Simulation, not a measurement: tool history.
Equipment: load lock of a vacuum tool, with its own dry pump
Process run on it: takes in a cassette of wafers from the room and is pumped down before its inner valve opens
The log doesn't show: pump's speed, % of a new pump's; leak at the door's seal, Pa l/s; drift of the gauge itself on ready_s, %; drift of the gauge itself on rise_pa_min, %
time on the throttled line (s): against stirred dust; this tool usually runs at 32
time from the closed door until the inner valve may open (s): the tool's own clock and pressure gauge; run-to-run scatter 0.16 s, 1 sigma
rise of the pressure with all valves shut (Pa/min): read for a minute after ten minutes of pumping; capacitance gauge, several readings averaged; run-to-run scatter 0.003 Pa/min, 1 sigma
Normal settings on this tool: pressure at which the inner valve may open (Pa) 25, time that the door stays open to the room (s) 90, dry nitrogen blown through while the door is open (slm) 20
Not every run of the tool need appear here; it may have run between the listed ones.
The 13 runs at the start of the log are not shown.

| run | day | time on the throttled line (s) | pressure at which the inner valve may open (Pa) | time that the door stays open to the room (s) | dry nitrogen blown through while the door is open (slm) | hours that the pump has run since its overhaul | times that the door has closed on its seal | incoming humidity of the room's air, % | time from the closed door until the inner valve may open (s) | rise of the pressure with all valves shut (Pa/min) |
|---|---|---|---|---|---|---|---|---|---|---|
| 14 | 250.596 | 32 | 46 | 90 | 20 | 14706 | 22728 | 47.5 | 56.2 | 0.242 |
| 15 | 263.600 | 32 | 46 | 90 | 20 | 15018 | 23425 | 44.7 | 56.0 | 0.251 |
| 16 | 285.050 | 19 | 25 | 90 | 20 | 15533 | 24576 | 48.3 | 49.9 | 0.274 |
| 17 | 302.329 | 19 | 25 | 90 | 20 | 15948 | 25502 | 46.3 | 50.1 | 0.292 |
|  | 324.617 | dry pump taken out, an overhauled one fitted |
| 18 | 325.029 | 32 | 23 | 90 | 20 | 10 | 26706 | 42.5 | 56.5 | 0.302 |
| 19 | 337.658 | 24 | 30 | 90 | 20 | 313 | 27383 | 45.3 | 49.8 | 0.309 |
| 20 | 353.767 | 24 | 30 | 90 | 20 | 700 | 28247 | 43.8 | 50.0 | 0.330 |
| 21 | 374.733 | 24 | 30 | 90 | 20 | 1203 | 29371 | 43.9 | 49.9 | 0.343 |
| 22 | 389.738 | 24 | 30 | 90 | 4 | 1563 | 30176 | 43.7 | 49.8 | 0.379 |
| 23 | 410.733 | 25 | 28 | 26 | 8 | 2067 | 31302 | 48.3 | 51.0 | 0.389 |
| 24 | 423.096 | 38 | 18 | 65 | 5 | 2364 | 31965 | 46.2 | 62.3 | 0.416 |
| 25 | 434.388 | 18 | 46 | 65 | 5 | 2635 | 32570 | 42.9 | 43.8 | 0.419 |
|  | 449.325 | door's seal changed, seat wiped |
| 26 | 452.525 | 18 | 22 | 53 | 6 | 3068 | 172 | 46.9 | 47.0 | 0.029 |
| 27 | 468.308 | 18 | 26 | 50 | 6 | 3447 | 1018 | 47.6 | 46.5 | 0.029 |
| 28 | 483.950 | 18 | 26 | 71 | 31 | 3823 | 1857 | 44.0 | 46.7 | 0.017 |
| 29 | 508.288 | 18 | 26 | 71 | 31 | 4407 | 3162 | 49.1 | 46.5 | 0.030 |
| 30 | 519.633 | 28 | 36 | 87 | 38 | 4679 | 3770 | 45.5 | 52.8 | 0.030 |
| 31 | 538.988 | 60 | 37 | 25 | 4 | 5143 | 4808 | 42.8 | 75.3 | 0.038 |
| 32 | 549.312 | 32 | 25 | 194 | 20 | 5391 | 5362 | 43.9 | 56.8 | 0.063 |
| 33 | 560.304 | 32 | 36 | 90 | 8 | 5655 | 5951 | 46.2 | 55.5 | 0.058 |
| 34 | 579.596 | 32 | 35 | 85 | 15 | 6118 | 6986 | 45.9 | 55.8 | 0.066 |
| 35 | 600.371 | 32 | 35 | 85 | 15 | 6617 | 8100 | 43.1 | 55.9 | 0.062 |
| 36 | 621.608 | 18 | 21 | 47 | 12 | 7126 | 9238 | 44.8 | 48.1 | 0.072 |

Consider 5 possible next runs. They are alternatives, not a sequence: every one starts from the tool as it was left by run 36. What does each give?
| A | 639.883 | 18 | 23 | 47 | 12 | 7565 | 10218 | 46.7 | ? | ? |
| B | 639.883 | 32 | 25 | 109 | 12 | 7565 | 10218 | 43.3 | ? | ? |
| C | 639.883 | 18 | 21 | 61 | 14 | 7565 | 10218 | 45.6 | ? | ? |
| D | 639.883 | 32 | 25 | 90 | 17 | 7565 | 10218 | 47.7 | ? | ? |
| E | 639.883 | 32 | 25 | 167 | 11 | 7565 | 10218 | 42.2 | ? | ? |

| run | time from the closed door until the inner valve may open (s) | rise of the pressure with all valves shut (Pa/min) |
|---|---|---|
| A | 47.5 | 0.087 |
| B | 57.3 | 0.086 |
| C | 48.2 | 0.085 |
| D | 57.8 | 0.090 |
| E | 57.6 | 0.095 |
The same runs, with their run-to-run variation unchanged, on a tool lacking any hidden condition would have given:
| run | time from the closed door until the inner valve may open (s) | rise of the pressure with all valves shut (Pa/min) |
|---|---|---|
| A | 46.4 | 0.023 |
| B | 56.4 | 0.023 |
| C | 47.1 | 0.020 |
| D | 56.8 | 0.026 |
| E | 56.6 | 0.031 |
